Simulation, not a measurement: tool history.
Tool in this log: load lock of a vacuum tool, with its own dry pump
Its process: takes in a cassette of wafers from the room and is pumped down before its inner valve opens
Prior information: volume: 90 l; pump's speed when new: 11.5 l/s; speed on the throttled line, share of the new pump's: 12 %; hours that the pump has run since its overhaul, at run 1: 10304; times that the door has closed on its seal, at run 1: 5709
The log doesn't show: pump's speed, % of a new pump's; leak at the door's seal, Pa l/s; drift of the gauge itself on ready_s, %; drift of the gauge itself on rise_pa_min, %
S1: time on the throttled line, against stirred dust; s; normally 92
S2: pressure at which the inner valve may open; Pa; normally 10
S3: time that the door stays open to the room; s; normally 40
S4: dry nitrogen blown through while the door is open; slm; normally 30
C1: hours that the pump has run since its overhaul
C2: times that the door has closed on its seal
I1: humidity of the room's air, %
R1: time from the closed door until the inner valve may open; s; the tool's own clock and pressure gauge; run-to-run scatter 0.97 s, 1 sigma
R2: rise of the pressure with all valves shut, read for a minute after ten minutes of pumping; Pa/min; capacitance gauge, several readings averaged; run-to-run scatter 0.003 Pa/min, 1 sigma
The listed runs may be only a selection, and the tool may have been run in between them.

run     hour   S1  S2   S3  S4     C1     C2    I1     R1     R2
  1      0.0   92  10   40  30  10304   5709  45.7  162.8  0.031
  2    315.4   92  13   40  30  10619   6786  47.1  157.2  0.038
  3    825.0   92  13   40  30  11129   8525  44.9  160.5  0.048
  4   1069.9   92  13   40  30  11373   9361  45.2  160.8  0.049
  5   1361.4   92  10   40  30  11665  10356  44.4  161.5  0.056
  6   1880.6   92  17   40  30  12184  12128  41.6  158.1  0.071
  7   2351.8   92  10   40  30  12655  13736  44.2  162.1  0.077
  8   2769.1   92  10   47  30  13073  15161  44.2  163.6  0.089
  9   2985.2   92   8   40  30  13289  15898  43.9  166.3  0.101
 10   3326.8   92   8   40  30  13630  17064  43.5  163.8  0.106
 11   3833.6   92   8   40  30  14137  18794  45.0  166.9  0.121
 12   4256.6   92   8   40  30  14560  20238  42.9  166.2  0.145
 13   4579.3   92   8   40  30  14883  21339  44.3  166.8  0.150
 14   4997.3   92   8   40  30  15301  22766  46.7  168.0  0.168
 15   5505.6   57   8   40  30  15809  24500  46.1  137.8  0.186
 16   5792.5   57   8   40  30  16096  25479  45.7  138.3  0.193
      6072.3  -- door's seal changed, seat wiped
 17   6285.8   57   8   40  30  16588    728  47.7  139.3  0.012
 18   6608.3   92  10   40  30  16910   1829  51.1  168.4  0.017
 19   6843.1   92  10   40  30  17145   2630  48.2  167.6  0.025
 20   7069.8   92  12   74  30  17372   3404  50.3  165.0  0.023
 21   7421.5  138   7   51  18  17724   4604  44.7  210.9  0.036
 22   7712.1  114  13   29  18  18014   5596  45.6  184.9  0.036
 23   8173.9   59  17   70  10  18476   7172  44.3  136.5  0.052
 24   8515.8   92  16  130  30  18818   8339  44.9  163.8  0.054
 25   8736.7  141  16  238  30  19039   9093  44.2  205.9  0.062
 26   9162.5   92   9   57  30  19465  10546  43.7  171.9  0.059
 27   9597.3   92  12   84  30  19899  12031  45.9  168.3  0.069
 28   9901.3   77  18   40  30  20203  13068  45.1  151.7  0.076
 29  10248.6   77  18   40  30  20551  14253  47.0  153.3  0.086
 30  10613.2   77  18   40  30  20915  15498  47.0  152.3  0.093
 31  10871.0   78  18   40   7  21173  16378  46.2  154.8  0.112
 32  11213.4   92  12   49  29  21515  17546  43.5  171.0  0.106
 33  11730.9   92  12   49  29  22033  19313  46.8  173.4  0.126
 34  12015.2   92  12   49  29  22317  20283  46.5  171.9  0.136
 35  12480.2   92  12   49  29  22782  21870  46.6  173.0  0.156
     12729.5  -- dry pump taken out, an overhauled one fitted
 36  12995.1   92   8   47   9    266  23607  46.1  154.4  0.180
 37  13352.5   92   8   47   9    623  24827  46.0  155.3  0.199

Predict each of these 4 candidate next runs independently; none follows another, all start after run 37:
  A  13643.0  171  18  103  30  913  25818  43.7   ?   ?
  B  13643.0  166  10  189  30  913  25818  46.4   ?   ?
  C  13643.0   92   7   47   8  913  25818  43.8   ?   ?
  D  13643.0   92   8   35   9  913  25818  47.1   ?   ?

run     R1     R2
  A  217.2  0.201
  B  217.5  0.203
  C  156.3  0.211
  D  155.3  0.212
Without the tool's hidden state the same runs would have given:
run     R1     R2
  A  217.2  0.019
  B  217.6  0.019
  C  156.2  0.026
  D  155.4  0.026
